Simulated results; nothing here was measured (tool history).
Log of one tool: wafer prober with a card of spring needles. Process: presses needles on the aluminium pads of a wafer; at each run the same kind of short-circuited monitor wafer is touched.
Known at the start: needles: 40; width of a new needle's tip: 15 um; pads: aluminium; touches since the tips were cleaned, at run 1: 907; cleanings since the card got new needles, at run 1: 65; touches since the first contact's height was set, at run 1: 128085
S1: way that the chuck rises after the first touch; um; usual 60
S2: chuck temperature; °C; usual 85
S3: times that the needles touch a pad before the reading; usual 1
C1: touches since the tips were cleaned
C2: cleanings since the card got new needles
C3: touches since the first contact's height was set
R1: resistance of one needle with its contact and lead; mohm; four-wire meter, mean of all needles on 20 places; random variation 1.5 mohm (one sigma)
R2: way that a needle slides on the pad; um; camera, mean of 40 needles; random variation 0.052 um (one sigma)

run	hour	S1	S2	S3	C1	C2	C3	R1	R2
1	0.0	60	85	1	907	65	128085	193	14.99
# hour 4.2: tips cleaned on abrasive film
# hour 14.7: tips cleaned on abrasive film
# hour 23.1: tips cleaned on abrasive film
# hour 33.5: tips cleaned on abrasive film
# hour 41.9: tips cleaned on abrasive film
# hour 50.2: tips cleaned on abrasive film
# hour 60.7: tips cleaned on abrasive film
# hour 71.1: tips cleaned on abrasive film
2	71.4	60	85	1	53	73	142338	186	14.52
# hour 79.8: tips cleaned on abrasive film
# hour 88.1: tips cleaned on abrasive film
# hour 96.5: tips cleaned on abrasive film
# hour 106.9: tips cleaned on abrasive film
# hour 117.4: tips cleaned on abrasive film
3	118.2	60	85	2	163	78	151689	188	14.42
# hour 126.6: tips cleaned on abrasive film
# hour 137.0: tips cleaned on abrasive film
# hour 147.5: tips cleaned on abrasive film
4	153.2	60	85	2	1156	81	158692	190	14.40
# hour 157.4: tips cleaned on abrasive film
# hour 167.9: tips cleaned on abrasive film
# hour 178.3: tips cleaned on abrasive film
# hour 188.7: tips cleaned on abrasive film
# hour 199.2: tips cleaned on abrasive film
# hour 209.6: tips cleaned on abrasive film
# hour 218.0: tips cleaned on abrasive film
5	223.1	60	85	2	1031	88	172669	189	14.37
# hour 225.3: tips cleaned on abrasive film, once more
# hour 235.7: tips cleaned on abrasive film
# hour 244.1: tips cleaned on abrasive film
# hour 254.5: tips cleaned on abrasive film
# hour 256.5: height of the first contact set anew
6	256.5	60	85	2	331	92	0	187	15.78
# hour 264.8: tips cleaned on abrasive film
# hour 275.3: tips cleaned on abrasive film
# hour 285.7: tips cleaned on abrasive film
7	291.5	60	85	1	1170	95	7016	195	15.80
# hour 295.7: tips cleaned on abrasive film
# hour 306.2: tips cleaned on abrasive film
# hour 316.6: tips cleaned on abrasive film
# hour 327.1: tips cleaned on abrasive film
# hour 335.4: tips cleaned on abrasive film
# hour 345.9: tips cleaned on abrasive film
8	347.7	60	85	1	373	101	18246	189	15.76
# hour 356.1: tips cleaned on abrasive film
# hour 364.5: tips cleaned on abrasive film
# hour 374.9: tips cleaned on abrasive film
# hour 383.3: tips cleaned on abrasive film
# hour 393.7: tips cleaned on abrasive film
# hour 402.1: tips cleaned on abrasive film
9	409.6	60	85	1	1518	107	30622	197	15.61
# hour 411.8: tips cleaned on abrasive film
# hour 420.2: tips cleaned on abrasive film
# hour 430.6: tips cleaned on abrasive film
# hour 439.0: tips cleaned on abrasive film
# hour 449.4: tips cleaned on abrasive film
# hour 457.8: tips cleaned on abrasive film
# hour 468.2: tips cleaned on abrasive film
10	474.8	60	85	1	1321	114	43636	196	15.66
# hour 476.9: tips cleaned on abrasive film
# hour 485.3: tips cleaned on abrasive film
# hour 495.8: tips cleaned on abrasive film
# hour 504.1: tips cleaned on abrasive film
# hour 514.6: tips cleaned on abrasive film
11	520.8	60	30	1	1249	119	52823	184	15.53
# hour 525.0: tips cleaned on abrasive film
# hour 533.4: tips cleaned on abrasive film
# hour 543.8: tips cleaned on abrasive film
# hour 554.2: tips cleaned on abrasive film
# hour 562.6: tips cleaned on abrasive film
# hour 573.1: tips cleaned on abrasive film
12	579.3	60	30	1	1258	125	64522	186	15.52
# hour 581.5: tips cleaned on abrasive film
# hour 591.9: tips cleaned on abrasive film
# hour 602.4: tips cleaned on abrasive film
# hour 612.8: tips cleaned on abrasive film
# hour 623.2: tips cleaned on abrasive film
# hour 631.6: tips cleaned on abrasive film
# hour 640.0: tips cleaned on abrasive film
# hour 648.6: tips cleaned on abrasive film
13	648.6	60	30	1	0	133	78358	173	15.47
# hour 659.0: tips cleaned on abrasive film
# hour 667.4: tips cleaned on abrasive film
# hour 675.8: tips cleaned on abrasive film
# hour 686.2: tips cleaned on abrasive film
14	692.7	80	70	1	1310	137	87183	185	20.55
# hour 694.9: tips cleaned on abrasive film
# hour 703.3: tips cleaned on abrasive film
# hour 713.7: tips cleaned on abrasive film
# hour 724.1: tips cleaned on abrasive film
15	728.2	80	70	1	827	141	94275	183	20.41
# hour 734.5: tips cleaned on abrasive film
# hour 745.0: tips cleaned on abrasive film
# hour 755.4: tips cleaned on abrasive film
16	758.4	77	75	2	590	144	100294	180	19.52
# hour 764.7: tips cleaned on abrasive film
# hour 773.0: tips cleaned on abrasive film
# hour 781.4: tips cleaned on abrasive film
# hour 791.8: tips cleaned on abrasive film
# hour 800.2: tips cleaned on abrasive film
# hour 808.6: tips cleaned on abrasive film
# hour 819.0: tips cleaned on abrasive film
# hour 829.5: tips cleaned on abrasive film
17	831.0	79	39	1	320	152	114812	174	20.22
# hour 839.4: tips cleaned on abrasive film
# hour 849.9: tips cleaned on abrasive film
# hour 860.3: tips cleaned on abrasive film
# hour 868.7: tips cleaned on abrasive film
# hour 877.0: tips cleaned on abrasive film
18	877.1	79	39	1	21	157	124020	173	20.10
# hour 885.5: tips cleaned on abrasive film
# hour 893.9: tips cleaned on abrasive film
# hour 904.3: tips cleaned on abrasive film
# hour 914.8: tips cleaned on abrasive film
19	917.9	79	39	1	626	161	132163	178	19.94
# hour 924.2: tips cleaned on abrasive film
# hour 932.6: tips cleaned on abrasive film
# hour 940.9: tips cleaned on abrasive film
# hour 951.4: tips cleaned on abrasive film
# hour 959.7: tips cleaned on abrasive film
# hour 970.2: tips cleaned on abrasive film
# hour 978.6: tips cleaned on abrasive film
20	983.2	79	39	1	938	168	145212	177	19.87
# hour 987.4: tips cleaned on abrasive film
# hour 995.8: tips cleaned on abrasive film
# hour 1006.2: tips cleaned on abrasive film
# hour 1014.6: tips cleaned on abrasive film
# hour 1025.1: tips cleaned on abrasive film
# hour 1033.4: tips cleaned on abrasive film
# hour 1043.9: tips cleaned on abrasive film
21	1048.9	78	86	2	1004	175	158327	185	19.58
# hour 1053.1: tips cleaned on abrasive film
# hour 1063.5: tips cleaned on abrasive film
# hour 1071.9: tips cleaned on abrasive film
# hour 1080.3: tips cleaned on abrasive film
# hour 1090.7: tips cleaned on abrasive film
22	1093.8	78	86	2	625	180	167305	184	19.38

Forecast each of these 4 alternatives for the next run:
# hour 1100.1: tips cleaned on abrasive film
# hour 1110.6: tips cleaned on abrasive film
# hour 1118.9: tips cleaned on abrasive film
# hour 1129.4: tips cleaned on abrasive film
# hour 1137.8: tips cleaned on abrasive film
# hour 1148.2: tips cleaned on abrasive film
A	1148.6	63	51	2	85	186	178249	?	?
# hour 1100.1: tips cleaned on abrasive film
# hour 1110.6: tips cleaned on abrasive film
# hour 1118.9: tips cleaned on abrasive film
# hour 1129.4: tips cleaned on abrasive film
# hour 1137.8: tips cleaned on abrasive film
# hour 1148.2: tips cleaned on abrasive film
B	1148.6	60	85	2	85	186	178249	?	?
# hour 1100.1: tips cleaned on abrasive film
# hour 1110.6: tips cleaned on abrasive film
# hour 1118.9: tips cleaned on abrasive film
# hour 1129.4: tips cleaned on abrasive film
# hour 1137.8: tips cleaned on abrasive film
# hour 1148.2: tips cleaned on abrasive film
C	1148.6	61	85	1	85	186	178249	?	?
# hour 1100.1: tips cleaned on abrasive film
# hour 1110.6: tips cleaned on abrasive film
# hour 1118.9: tips cleaned on abrasive film
# hour 1129.4: tips cleaned on abrasive film
# hour 1137.8: tips cleaned on abrasive film
# hour 1148.2: tips cleaned on abrasive film
D	1148.6	57	55	1	85	186	178249	?	?

run	R1	R2
A	178	15.41
B	189	14.52
C	189	14.85
D	183	13.79
Without the tool's hidden state the same runs would have given:
run	R1	R2
A	172	16.66
B	182	15.77
C	181	16.10
D	173	15.05
